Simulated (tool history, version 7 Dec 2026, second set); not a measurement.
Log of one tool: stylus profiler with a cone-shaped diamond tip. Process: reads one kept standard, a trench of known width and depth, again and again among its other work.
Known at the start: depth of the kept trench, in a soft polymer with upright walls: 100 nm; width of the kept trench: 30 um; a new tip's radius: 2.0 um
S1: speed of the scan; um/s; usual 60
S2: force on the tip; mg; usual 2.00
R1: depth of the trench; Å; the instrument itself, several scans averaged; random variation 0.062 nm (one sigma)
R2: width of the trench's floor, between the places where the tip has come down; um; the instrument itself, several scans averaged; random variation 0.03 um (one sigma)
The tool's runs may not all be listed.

run    hour   S1    S2      R1     R2
  1     0.0   60  2.00  1011.1  27.93
  2    64.3   60  2.37  1013.1  27.91
  3   141.5   60  2.00  1010.8  27.82
  4   212.0   60  1.14  1007.9  27.72
  5   279.8   60  1.14  1009.0  27.72
  6   347.7   60  1.14  1009.1  27.68
  7   409.7   60  2.00  1011.1  27.81
  8   504.6   60  2.00  1010.7  27.79
  9   601.4   60  2.00  1011.7  27.79
 10   653.9   60  2.00  1010.8  27.74
 11   718.2   60  2.00  1013.4  27.78
 12   804.9   60  2.00  1011.3  27.72
 13   853.0  123  2.00  1013.0  27.36
 14   938.4   60  0.89  1009.2  27.52
 15  1028.9   60  2.00  1013.9  27.70
 16  1072.1   60  2.00  1012.2  27.68
 17  1114.9   60  2.00  1013.6  27.67
 18  1182.6   60  2.00  1012.5  27.61
 19  1255.5   60  2.00  1012.7  27.67
 20  1313.8   60  2.00  1013.1  27.69
 21  1359.8   60  3.59  1016.0  27.74
 22  1444.1   60  1.67  1011.6  27.62
 23  1498.0  104  1.67  1012.5  27.27
 24  1592.8  104  3.03  1015.8  27.42
     1642.0  -- height scale calibrated on a step standard
 25  1674.4   97  3.46  1012.3  27.51
 26  1719.6   28  1.03  1004.7  27.75
 27  1778.8   28  1.03  1005.3  27.76
 28  1824.5   28  1.03  1004.2  27.69
 29  1911.8  110  1.18  1004.6  27.07
 30  1968.4  110  1.18  1004.6  27.02
 31  2013.7   60  5.67  1016.3  27.67
 32  2100.6  149  0.85  1005.6  26.53
 33  2173.6  128  3.61  1012.2  27.32
 34  2246.1   96  5.33  1014.5  27.54
 35  2317.0   52  4.01  1013.3  27.69
 36  2361.8  120  5.04  1013.9  27.40
 37  2460.8  169  0.69  1004.6  26.06
 38  2540.3   63  2.09  1008.4  27.51
 39  2599.2   73  0.88  1004.3  27.15
 40  2668.3   40  0.92  1005.8  27.50
 41  2751.3   40  0.92  1005.4  27.48
 42  2837.9   41  1.14  1006.6  27.50
 43  2913.2   41  1.14  1006.7  27.50
 44  2991.5   41  1.14  1006.5  27.47
 45  3066.7   41  1.14  1006.6  27.43
 46  3166.6  124  0.87  1006.2  26.59

Some steps in R1 between neighbouring runs. How much of each would the tool show without its hidden state too (settings, what came in, random variation), and how much is left for the hidden state, with any gauge scatter that isn't in both results?
The hidden state here: radius of the tip, um; height scale over the true one, %; drift of the gauge itself on depth_nm, %; drift of the gauge itself on floor_um, %.
Run 2 -> 3: S2 2.37 -> 2.00. R1 -2.3 Å: hidden state +0.2, all else -2.5.
Run 5 -> 6: no setting changed, nothing entered. R1 +0.1 Å: hidden state +0.2, all else -0.1.
Run 24 -> 25: S1 104 -> 97, S2 3.03 -> 3.46, height scale calibrated on a step standard. R1 -3.5 Å: hidden state -5.9, all else +2.4.
Run 30 -> 31: S1 110 -> 60, S2 1.18 -> 5.67. R1 +11.7 Å: hidden state +0.2, all else +11.5.
Run 31 -> 32: S1 60 -> 149, S2 5.67 -> 0.85. R1 -10.7 Å: hidden state +0.1, all else -10.8.
Run 36 -> 37: S1 120 -> 169, S2 5.04 -> 0.69. R1 -9.3 Å: hidden state +0.1, all else -9.4.
